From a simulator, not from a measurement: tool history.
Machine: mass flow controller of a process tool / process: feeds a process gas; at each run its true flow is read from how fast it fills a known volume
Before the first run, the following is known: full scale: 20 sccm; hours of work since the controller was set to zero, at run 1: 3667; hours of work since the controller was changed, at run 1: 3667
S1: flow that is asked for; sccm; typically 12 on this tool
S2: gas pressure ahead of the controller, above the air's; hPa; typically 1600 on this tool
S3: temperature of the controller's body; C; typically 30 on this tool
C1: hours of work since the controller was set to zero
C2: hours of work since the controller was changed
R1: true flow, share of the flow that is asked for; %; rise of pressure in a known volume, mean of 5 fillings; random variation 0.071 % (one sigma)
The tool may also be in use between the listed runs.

run,hour,S1,S2,S3,C1,C2,R1
1,0,12,1600,30,3667,3667,101.97
2,304.9,12,1600,30,3803,3803,102.06
3,659.3,12,1600,30,3962,3962,102.07
4,870.6,12,1600,30,4057,4057,102.25
5,1129.5,12,1600,30,4173,4173,102.33
# hour 1239.7: controller's zero set anew
6,1426.3,12,2470,30,84,4306,102.35
7,1731.1,12,2310,30,220,4443,102.59
8,2010.3,11,2100,33,346,4568,103.29
# hour 2296.4: controller's zero set anew, once more
9,2302.3,12,1600,30,3,4699,101.13
10,2471.6,12,1600,30,79,4775,101.02
11,2720.8,12,1440,25,190,4886,100.72

Hidden state or all else? Some run-to-run changes of R1, split into what the settings, what came in and random variation would give without the hidden state, and what is left for the hidden state (with any gauge scatter that isn't in both results):
Hidden state present: flow at rest that the sensor doesn't see, % of full scale; true flow over the shown one, %; drift of the gauge itself on true_pct, %.
Run 8 -> 9: S1 11 -> 12, S2 2100 -> 1600, S3 33 -> 30, controller's zero set anew, once more. R1 -2.16 %: hidden state -2.37, all else +0.21.
